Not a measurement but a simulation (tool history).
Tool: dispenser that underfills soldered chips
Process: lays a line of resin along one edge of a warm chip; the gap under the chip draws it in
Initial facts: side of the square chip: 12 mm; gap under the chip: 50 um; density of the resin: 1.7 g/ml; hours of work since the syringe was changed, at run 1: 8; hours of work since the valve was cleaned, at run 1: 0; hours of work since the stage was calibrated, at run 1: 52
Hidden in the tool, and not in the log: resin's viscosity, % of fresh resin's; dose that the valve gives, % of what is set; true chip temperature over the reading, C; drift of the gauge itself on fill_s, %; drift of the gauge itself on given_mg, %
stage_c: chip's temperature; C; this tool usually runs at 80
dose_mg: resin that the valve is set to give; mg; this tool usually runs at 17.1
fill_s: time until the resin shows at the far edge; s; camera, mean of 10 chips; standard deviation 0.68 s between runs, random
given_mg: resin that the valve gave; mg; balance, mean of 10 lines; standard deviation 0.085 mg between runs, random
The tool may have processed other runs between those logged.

| run | hour | stage_c | dose_mg | hours of work since the syringe was changed | hours of work since the valve was cleaned | hours of work since the stage was calibrated | fill_s | given_mg |
|---|---|---|---|---|---|---|---|---|
| 1 | 0.0 | 80 | 17.1 | 8 | 0 | 52 | 76.1 | 17.14 |
|  | 5.9 | new syringe of resin |
| 2 | 8.4 | 80 | 17.1 | 2 | 5 | 57 | 65.0 | 16.92 |
| 3 | 16.0 | 80 | 17.1 | 6 | 10 | 62 | 74.3 | 16.96 |
| 4 | 19.4 | 80 | 18.8 | 8 | 12 | 64 | 80.2 | 18.62 |
|  | 23.9 | new syringe of resin |
| 5 | 25.2 | 89 | 17.1 | 1 | 15 | 67 | 46.1 | 16.89 |
| 6 | 32.7 | 89 | 17.1 | 5 | 20 | 72 | 52.3 | 16.63 |
| 7 | 36.2 | 89 | 17.1 | 8 | 22 | 74 | 56.6 | 16.77 |
| 8 | 40.8 | 89 | 17.1 | 10 | 25 | 77 | 61.7 | 16.75 |
|  | 42.2 | new syringe of resin |
| 9 | 45.6 | 80 | 17.1 | 2 | 28 | 80 | 64.1 | 16.73 |
| 10 | 53.3 | 80 | 17.1 | 7 | 32 | 84 | 77.4 | 16.47 |
|  | 60.3 | new syringe of resin |
| 11 | 61.0 | 80 | 17.1 | 0 | 37 | 89 | 63.2 | 16.47 |
| 12 | 67.2 | 80 | 17.1 | 4 | 41 | 93 | 72.6 | 16.38 |
| 13 | 72.9 | 83 | 17.1 | 8 | 44 | 96 | 70.5 | 16.39 |
|  | 78.4 | new syringe of resin |
| 14 | 80.2 | 83 | 17.1 | 1 | 48 | 101 | 57.4 | 16.34 |
| 15 | 84.8 | 83 | 17.1 | 4 | 51 | 103 | 62.2 | 16.09 |
| 16 | 90.1 | 80 | 17.1 | 7 | 54 | 107 | 77.4 | 16.32 |
|  | 96.4 | new syringe of resin |
| 17 | 98.4 | 80 | 17.1 | 1 | 59 | 112 | 65.6 | 16.21 |
| 18 | 103.9 | 80 | 17.1 | 5 | 63 | 115 | 74.3 | 16.07 |
| 19 | 110.3 | 66 | 18.4 | 9 | 67 | 119 | 136.5 | 17.54 |
|  | 114.7 | new syringe of resin |
| 20 | 118.7 | 72 | 20.8 | 2 | 72 | 124 | 87.1 | 19.58 |

What does the tool deliver on the next run?
| 21 | 125.0 | 73 | 20.8 | 6 | 76 | 128 | ? | ? |

{"run 21": {"fill_s": 94.6, "given_mg": 19.29}}
With the hidden condition absent and the run-to-run variation left alone, this run would have shown fill_s 75.1 s, given_mg 20.67 mg.
